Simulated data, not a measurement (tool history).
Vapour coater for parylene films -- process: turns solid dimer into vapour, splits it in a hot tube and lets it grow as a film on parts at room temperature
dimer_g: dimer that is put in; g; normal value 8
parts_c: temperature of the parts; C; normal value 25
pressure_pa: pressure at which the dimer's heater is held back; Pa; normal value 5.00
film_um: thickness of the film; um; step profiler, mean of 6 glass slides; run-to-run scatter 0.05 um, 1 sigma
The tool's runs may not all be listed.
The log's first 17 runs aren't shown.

| run | day | dimer_g | parts_c | pressure_pa | hours of work since the trap's valve was overhauled | hours of work since the table's thermometer was calibrated | film_um |
|---|---|---|---|---|---|---|---|
| 18 | 18.362 | 9 | 25 | 7.96 | 244 | 794 | 6.02 |
| 19 | 18.946 | 4 | 25 | 11.80 | 251 | 801 | 2.55 |
| 20 | 20.371 | 4 | 25 | 11.80 | 268 | 817 | 2.60 |
| 21 | 21.600 | 6 | 36 | 10.52 | 282 | 832 | 2.96 |
| 22 | 22.775 | 6 | 21 | 2.94 | 296 | 845 | 4.94 |
| 23 | 23.967 | 6 | 21 | 2.94 | 310 | 859 | 4.88 |
| 24 | 24.938 | 6 | 21 | 2.94 | 321 | 871 | 5.03 |
| 25 | 26.138 | 8 | 25 | 4.61 | 335 | 885 | 5.58 |
| 26 | 27.567 | 8 | 26 | 7.34 | 352 | 902 | 5.28 |
| 27 | 28.325 | 8 | 26 | 7.34 | 361 | 910 | 5.31 |
| 28 | 29.083 | 8 | 26 | 7.34 | 370 | 919 | 5.42 |
| 29 | 29.975 | 8 | 26 | 7.34 | 380 | 930 | 5.30 |
| 30 | 30.842 | 3 | 19 | 2.07 | 390 | 940 | 2.64 |
| 31 | 31.688 | 9 | 26 | 10.88 | 400 | 950 | 5.59 |
| 32 | 32.671 | 8 | 25 | 5.00 | 412 | 961 | 5.68 |

Below are 5 alternative next runs, each starting from the tool's condition after run 32. Predict each:
| A | 33.596 | 8 | 22 | 10.90 | 423 | 972 | ? |
| B | 33.596 | 4 | 20 | 5.00 | 423 | 972 | ? |
| C | 33.596 | 12 | 25 | 5.00 | 423 | 972 | ? |
| D | 33.596 | 8 | 19 | 11.81 | 423 | 972 | ? |
| E | 33.596 | 4 | 25 | 5.00 | 423 | 972 | ? |

| run | film_um |
|---|---|
| A | 5.61 |
| B | 3.19 |
| C | 8.45 |
| D | 5.89 |
| E | 2.85 |
The same runs, with their run-to-run variation unchanged, on a tool lacking any hidden condition would have given:
| run | film_um |
|---|---|
| A | 5.62 |
| B | 3.19 |
| C | 8.47 |
| D | 5.90 |
| E | 2.86 |
